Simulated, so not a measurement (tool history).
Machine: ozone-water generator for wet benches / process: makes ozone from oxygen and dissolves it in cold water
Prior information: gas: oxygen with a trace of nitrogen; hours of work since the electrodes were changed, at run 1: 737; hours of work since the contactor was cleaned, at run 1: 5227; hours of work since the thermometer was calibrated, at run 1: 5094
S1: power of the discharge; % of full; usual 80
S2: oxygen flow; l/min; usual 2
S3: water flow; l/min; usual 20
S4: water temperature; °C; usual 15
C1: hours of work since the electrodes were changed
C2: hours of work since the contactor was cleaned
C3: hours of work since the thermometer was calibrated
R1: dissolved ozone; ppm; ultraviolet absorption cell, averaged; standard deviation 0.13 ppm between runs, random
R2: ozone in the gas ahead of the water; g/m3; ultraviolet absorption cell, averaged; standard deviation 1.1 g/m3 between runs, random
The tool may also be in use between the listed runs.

run   hour  S1    S2  S3  S4    C1    C2    C3    R1     R2
  1      0  80     2  20  15   737  5227  5094  13.1  204.7
  2   22.3  80     2  20  15   756  5246  5113  12.8    205
  3   54.8  80  1.38  20  15   783  5273  5140  11.6  246.2
  4   84.8  80  1.38  20  15   808  5298  5165  11.5  247.5
  5  107.5  80     2  20  15   827  5317  5184  12.7  200.4
  6  134.6  80     2  20  15   850  5340  5207    13  203.7
  7  167.4  80     2  20   8   877  5367  5234  13.5  202.9
  8  194.4  80     2  20   7   900  5390  5257  13.7  202.1
  9  209.6  49     2  20   7   913  5403  5270   9.2    137
 10  238.3  49     2  20   7   937  5427  5294   9.1  138.1
 11  261.4  49     2  20   7   956  5446  5313   9.1  136.6
 12  292.3  78     2  20   7   982  5472  5339  13.4  199.2
 13  318.1  80  2.79  20  15  1004  5494  5361  13.8    171
 14  332.1  80     2  20  15  1015  5505  5372  12.8  200.8
 15  363.6  80     2  20  15  1042  5532  5399  12.9    200
 16  396.5  80     2  27  15  1069  5559  5426   9.3  203.6
 17  423.4  80     2  27  15  1092  5582  5449   9.3    202
 18  451.9  80     2  27  15  1116  5606  5473   9.4    203
 19  481.2  48     1  17  20  1140  5630  5497     8  194.2
     495.4  -- contactor cleaned
 20  506.2  77  1.85  31   7  1158     9  5515   8.3  205.5
 21  520.5  77  1.85  31   8  1170    21  5527   8.3  201.2
 22  549.3  52     2  20  15  1194    45  5551   9.7  144.2
 23  563.3  52     2  20  15  1206    57  5562   9.5    144
 24    581  41  2.83  32   9  1220    72  5577   5.4   99.1
 25  612.7  41  2.83  32   9  1247    98  5604   5.5   99.4
 26  643.1  80  1.53  24  15  1272   124  5629  10.3  231.8
 27  667.1  71  2.03  20  12  1293   144  5649  12.7    183
 28  684.6  53  2.03  20  11  1307   158  5664   9.9  144.5
 29  716.2  74     2  25  23  1334   185  5691   9.5  188.8
 30    743  74     2  25  23  1356   207  5713   9.5  189.1
 31  772.1  61   1.1  23  10  1380   232  5737   7.9  220.1
 32  797.8  74  1.48  23  10  1402   253  5759  10.1  219.3
 33  828.3  91     2  20   9  1427   279  5784  15.2  219.7

Branching from run 33: 4 alternative next runs. What would each branch give?
     842.7  -- water thermometer calibrated
  A  857.4  91     2  20  20  1451  303  12   ?   ?
     842.7  -- water thermometer calibrated
  B  857.4  80  3.33  19  15  1451  303  12   ?   ?
     842.7  -- water thermometer calibrated
  C  857.4  75  1.27  20  15  1451  303  12   ?   ?
     842.7  -- water thermometer calibrated
  D  857.4  80  2.19  20  15  1451  303  12   ?   ?

run    R1     R2
  A    14  221.9
  B  15.5  150.7
  C    11  239.7
  D  13.3  190.1
Stripped of hidden state, with their random variation kept, the same runs would have yielded:
run    R1     R2
  A  14.7  230.8
  B  16.2  156.2
  C  11.5  248.1
  D  13.9    197
